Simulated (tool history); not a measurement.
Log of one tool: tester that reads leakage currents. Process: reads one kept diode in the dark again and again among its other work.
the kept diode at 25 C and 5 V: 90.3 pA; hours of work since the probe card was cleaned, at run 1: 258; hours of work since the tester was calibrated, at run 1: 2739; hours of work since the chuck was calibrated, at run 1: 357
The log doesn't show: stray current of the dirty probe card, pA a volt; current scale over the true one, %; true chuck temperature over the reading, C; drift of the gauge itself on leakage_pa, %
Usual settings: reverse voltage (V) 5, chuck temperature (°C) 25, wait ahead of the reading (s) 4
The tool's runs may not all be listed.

run    hour  reverse voltage (V)  chuck temperature (°C)  wait ahead of the reading (s)  hours of work since the probe card was cleaned  hours of work since the tester was calibrated  hours of work since the chuck was calibrated  current that the tester gives (pA)
  1       0                    5                      25                              4                                             258                                           2739                                           357                               95.34
  2   156.3                    5                      25                              4                                             325                                           2806                                           423                               95.82
  3   378.3                    5                      25                           9.56                                             419                                           2900                                           517                               96.36
      551.3  -- chuck's temperature calibrated
  4   575.4                    5                      25                              4                                             502                                           2983                                            10                               91.39
  5   688.7                    5                      25                              4                                             550                                           3031                                            58                               92.37
  6   900.5                 3.96                      25                              4                                             640                                           3121                                           148                               83.21
  7  1060.6                 3.96                      25                              4                                             708                                           3189                                           216                               84.84
  8  1155.3                    5                      25                              4                                             748                                           3230                                           257                                95.2
  9  1302.3                    5                      25                              4                                             811                                           3292                                           319                               96.65
 10  1497.6                    5                      25                              4                                             894                                           3375                                           402                                97.2
 11  1659.1                    5                      25                              4                                             962                                           3444                                           471                               98.67
 12  1841.6                    5                      25                              4                                            1040                                           3521                                           548                              100.39
     1948.1  -- chuck's temperature calibrated
 13  2056.8                    5                      25                              4                                            1131                                           3612                                            46                               93.81
 14  2258.1                    5                      25                              4                                            1216                                           3697                                           132                               94.94
 15  2386.5                11.68                      25                              4                                            1271                                           3752                                           186                              145.74
 16  2587.4                11.68                      25                              4                                            1356                                           3837                                           272                               147.7
 17    2686                11.68                      59                              4                                            1398                                           3879                                           314                             1270.91
 18  2840.4                11.68                      59                              4                                            1464                                           3945                                           379                             1288.42
 19  2981.1                11.68                      59                           2.86                                            1524                                           4005                                           439                             1292.33
 20  3197.8                11.68                      59                           2.86                                            1616                                           4097                                           531                             1303.92
 21  3336.4                11.68                      59                           2.86                                            1675                                           4156                                           590                             1321.97
     3352.3  -- chuck's temperature calibrated
 22  3450.2                 2.15                      33                           5.32                                            1722                                           4203                                            42                              109.58
 23  3653.4                    5                      25                           0.72                                            1808                                           4290                                           128                               97.78
 24  3854.5                 2.24                      37                           5.47                                            1894                                           4375                                           213                              149.01
 25  4039.6                 2.08                      28                           5.47                                            1973                                           4454                                           292                               79.09
     4169.7  -- probe card cleaned and baked
 26  4205.3                 2.08                      28                           5.47                                              15                                           4523                                           361                               77.51
 27  4360.1                 2.08                      28                           5.47                                              81                                           4589                                           427                               78.17
 28  4556.8                 2.08                      28                           5.47                                             165                                           4672                                           511                                79.3
 29  4671.5                 8.73                      28                            1.3                                             213                                           4721                                           559                              155.79
     4761.9  -- chuck's temperature calibrated
 30  4780.7                 7.02                      50                           0.63                                             259                                           4767                                             8                               569.6
 31  4966.5                 14.2                      25                              4                                             338                                           4846                                            87                              151.55
 32  5099.2                 2.51                      25                           0.59                                             394                                           4902                                           143                               68.02
 33  5298.1                13.96                      40                           4.67                                             479                                           4987                                           228                              426.42
 34  5520.8                13.96                      40                           4.67                                             573                                           5081                                           323                              430.36
 35  5652.8                 3.62                      22                           0.31                                             630                                           5137                                           379                               68.68
 36  5786.6                 3.62                      22                           0.31                                             686                                           5194                                           436                                  69
 37  5891.9                    5                      25                           0.61                                             731                                           5239                                           480                               99.37

The same runs without the tool's hidden state, with the same run-to-run variation:
run  current that the tester gives (pA)
  1                               91.31
  2                               90.79
  3                               89.87
  4                               90.47
  5                               90.73
  6                                80.7
  7                               81.39
  8                               90.52
  9                               90.89
 10                               90.12
 11                               90.43
 12                               90.86
 13                               90.91
 14                               90.74
 15                              134.69
 16                              134.39
 17                             1236.72
 18                              1244.6
 19                             1239.72
 20                              1237.3
 21                             1246.65
 22                              107.86
 23                               91.43
 24                              144.36
 25                                74.5
 26                               74.92
 27                                74.8
 28                               74.98
 29                              145.57
 30                              571.07
 31                               147.2
 32                               66.37
 33                              412.64
 34                              410.87
 35                               64.13
 36                               63.85
 37                               91.43
